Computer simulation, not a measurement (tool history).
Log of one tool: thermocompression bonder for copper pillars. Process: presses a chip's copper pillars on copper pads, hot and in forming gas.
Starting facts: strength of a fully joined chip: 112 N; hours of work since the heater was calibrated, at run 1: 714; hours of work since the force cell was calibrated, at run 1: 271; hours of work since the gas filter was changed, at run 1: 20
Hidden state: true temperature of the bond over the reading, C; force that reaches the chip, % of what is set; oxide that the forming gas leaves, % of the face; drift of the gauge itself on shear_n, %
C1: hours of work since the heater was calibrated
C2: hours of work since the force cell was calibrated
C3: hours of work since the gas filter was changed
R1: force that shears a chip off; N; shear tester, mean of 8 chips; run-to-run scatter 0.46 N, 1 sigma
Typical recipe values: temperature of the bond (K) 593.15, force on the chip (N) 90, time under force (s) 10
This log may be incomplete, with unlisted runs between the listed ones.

run 1 hour=0 | temperature_of_the_bond_(K)=593.15 force_on_the_chip_(N)=90 time_under_force_(s)=10 | C1=714 C2=271 C3=20 | R1=73
run 2 hour=16.4 | temperature_of_the_bond_(K)=585.15 force_on_the_chip_(N)=90 time_under_force_(s)=10 | C1=722 C2=279 C3=27 | R1=68.8
run 3 hour=29.4 | temperature_of_the_bond_(K)=593.15 force_on_the_chip_(N)=90 time_under_force_(s)=16 | C1=728 C2=285 C3=33 | R1=81.8
run 4 hour=42.5 | temperature_of_the_bond_(K)=593.15 force_on_the_chip_(N)=120 time_under_force_(s)=16 | C1=734 C2=291 C3=39 | R1=93.5
run 5 hour=51.7 | temperature_of_the_bond_(K)=593.15 force_on_the_chip_(N)=120 time_under_force_(s)=16 | C1=738 C2=295 C3=44 | R1=93.3
run 6 hour=60.1 | temperature_of_the_bond_(K)=593.15 force_on_the_chip_(N)=120 time_under_force_(s)=16 | C1=742 C2=299 C3=47 | R1=93.9
run 7 hour=72.2 | temperature_of_the_bond_(K)=593.15 force_on_the_chip_(N)=120 time_under_force_(s)=10 | C1=747 C2=304 C3=53 | R1=85.1
run 8 hour=84.2 | temperature_of_the_bond_(K)=593.15 force_on_the_chip_(N)=90 time_under_force_(s)=11 | C1=753 C2=310 C3=58 | R1=75.1
run 9 hour=95.9 | temperature_of_the_bond_(K)=593.15 force_on_the_chip_(N)=90 time_under_force_(s)=28 | C1=758 C2=315 C3=64 | R1=92.6
run 10 hour=111.6 | temperature_of_the_bond_(K)=593.15 force_on_the_chip_(N)=90 time_under_force_(s)=10 | C1=765 C2=322 C3=71 | R1=72.6
run 11 hour=127.1 | temperature_of_the_bond_(K)=598.15 force_on_the_chip_(N)=90 time_under_force_(s)=10 | C1=772 C2=329 C3=78 | R1=75.1
run 12 hour=141.6 | temperature_of_the_bond_(K)=598.15 force_on_the_chip_(N)=90 time_under_force_(s)=10 | C1=779 C2=336 C3=85 | R1=74.6
run 13 hour=158 | temperature_of_the_bond_(K)=593.15 force_on_the_chip_(N)=67 time_under_force_(s)=10 | C1=787 C2=344 C3=92 | R1=59
run 14 hour=170.4 | temperature_of_the_bond_(K)=593.15 force_on_the_chip_(N)=67 time_under_force_(s)=10 | C1=792 C2=349 C3=98 | R1=58.9
-- hour=173.3 force cell calibrated
run 15 hour=182.2 | temperature_of_the_bond_(K)=593.15 force_on_the_chip_(N)=67 time_under_force_(s)=10 | C1=797 C2=4 C3=103 | R1=59.6
run 16 hour=201 | temperature_of_the_bond_(K)=593.15 force_on_the_chip_(N)=67 time_under_force_(s)=10 | C1=806 C2=13 C3=111 | R1=59.4
run 17 hour=219.6 | temperature_of_the_bond_(K)=610.15 force_on_the_chip_(N)=90 time_under_force_(s)=10 | C1=814 C2=21 C3=120 | R1=81.2
run 18 hour=236.9 | temperature_of_the_bond_(K)=610.15 force_on_the_chip_(N)=90 time_under_force_(s)=10 | C1=822 C2=29 C3=128 | R1=80.7
run 19 hour=246.9 | temperature_of_the_bond_(K)=610.15 force_on_the_chip_(N)=90 time_under_force_(s)=10 | C1=827 C2=34 C3=132 | R1=81.6
run 20 hour=261.6 | temperature_of_the_bond_(K)=593.15 force_on_the_chip_(N)=90 time_under_force_(s)=8 | C1=833 C2=40 C3=139 | R1=67.8
run 21 hour=277.7 | temperature_of_the_bond_(K)=593.15 force_on_the_chip_(N)=90 time_under_force_(s)=8 | C1=841 C2=48 C3=147 | R1=67.2
-- hour=280.9 force cell calibrated, once more
run 22 hour=288.4 | temperature_of_the_bond_(K)=595.15 force_on_the_chip_(N)=127 time_under_force_(s)=6 | C1=845 C2=3 C3=151 | R1=76.2
run 23 hour=306.3 | temperature_of_the_bond_(K)=566.15 force_on_the_chip_(N)=119 time_under_force_(s)=11 | C1=853 C2=12 C3=159 | R1=69.3
-- hour=314.1 heater calibrated with a thermocouple chip
run 24 hour=325 | temperature_of_the_bond_(K)=570.15 force_on_the_chip_(N)=92 time_under_force_(s)=10 | C1=5 C2=19 C3=167 | R1=62.1
run 25 hour=340.6 | temperature_of_the_bond_(K)=593.15 force_on_the_chip_(N)=86 time_under_force_(s)=5 | C1=12 C2=26 C3=174 | R1=58.5
run 26 hour=354.2 | temperature_of_the_bond_(K)=589.15 force_on_the_chip_(N)=87 time_under_force_(s)=16 | C1=18 C2=33 C3=180 | R1=78.5
run 27 hour=366.7 | temperature_of_the_bond_(K)=577.15 force_on_the_chip_(N)=74 time_under_force_(s)=20 | C1=24 C2=38 C3=186 | R1=70.2
run 28 hour=374.6 | temperature_of_the_bond_(K)=577.15 force_on_the_chip_(N)=74 time_under_force_(s)=20 | C1=28 C2=42 C3=189 | R1=69.5
run 29 hour=385.4 | temperature_of_the_bond_(K)=577.15 force_on_the_chip_(N)=74 time_under_force_(s)=20 | C1=33 C2=47 C3=194 | R1=69.5
run 30 hour=395.6 | temperature_of_the_bond_(K)=565.15 force_on_the_chip_(N)=87 time_under_force_(s)=27 | C1=37 C2=52 C3=199 | R1=75.2
run 31 hour=403.9 | temperature_of_the_bond_(K)=591.15 force_on_the_chip_(N)=87 time_under_force_(s)=25 | C1=41 C2=55 C3=203 | R1=87.8
run 32 hour=418.8 | temperature_of_the_bond_(K)=589.15 force_on_the_chip_(N)=79 time_under_force_(s)=28 | C1=48 C2=62 C3=210 | R1=85.8
run 33 hour=433.2 | temperature_of_the_bond_(K)=589.15 force_on_the_chip_(N)=79 time_under_force_(s)=28 | C1=55 C2=69 C3=216 | R1=85.6
run 34 hour=447.6 | temperature_of_the_bond_(K)=571.15 force_on_the_chip_(N)=98 time_under_force_(s)=5 | C1=61 C2=76 C3=223 | R1=51.5
run 35 hour=464.4 | temperature_of_the_bond_(K)=571.15 force_on_the_chip_(N)=98 time_under_force_(s)=5 | C1=69 C2=83 C3=231 | R1=51.6
run 36 hour=480.8 | temperature_of_the_bond_(K)=571.15 force_on_the_chip_(N)=98 time_under_force_(s)=5 | C1=76 C2=91 C3=238 | R1=51
run 37 hour=494 | temperature_of_the_bond_(K)=585.15 force_on_the_chip_(N)=90 time_under_force_(s)=10 | C1=82 C2=97 C3=244 | R1=67.7
run 38 hour=503.4 | temperature_of_the_bond_(K)=585.15 force_on_the_chip_(N)=90 time_under_force_(s)=10 | C1=87 C2=101 C3=248 | R1=67.9
run 39 hour=518 | temperature_of_the_bond_(K)=585.15 force_on_the_chip_(N)=90 time_under_force_(s)=10 | C1=94 C2=108 C3=255 | R1=68
run 40 hour=534.1 | temperature_of_the_bond_(K)=596.15 force_on_the_chip_(N)=113 time_under_force_(s)=10 | C1=101 C2=115 C3=263 | R1=83.9

For each entry between runs, how does the tool's hidden state at the last listed run before it compare with that at the first listed run after it?
Logged between run 14 and run 15: force cell calibrated (hour 173.3)
  force that reaches the chip, % of what is set: 102.1 -> 103.3; oxide that the forming gas leaves, % of the face: 2.08 -> 2.14
  measured minus no-state result, R1: -3.1 -> -2.7 N
Logged between run 21 and run 22: force cell calibrated, once more (hour 280.9)
  force that reaches the chip, % of what is set: 103.5 -> 100.6; oxide that the forming gas leaves, % of the face: 2.76 -> 2.82
  measured minus no-state result, R1: -3.4 -> -4.9 N
Logged between run 23 and run 24: heater calibrated with a thermocouple chip (hour 314.1)
  true temperature of the bond over the reading, C: -6.3 -> -0.5; oxide that the forming gas leaves, % of the face: 2.93 -> 3.03
  measured minus no-state result, R1: -5.2 -> -1.6 N

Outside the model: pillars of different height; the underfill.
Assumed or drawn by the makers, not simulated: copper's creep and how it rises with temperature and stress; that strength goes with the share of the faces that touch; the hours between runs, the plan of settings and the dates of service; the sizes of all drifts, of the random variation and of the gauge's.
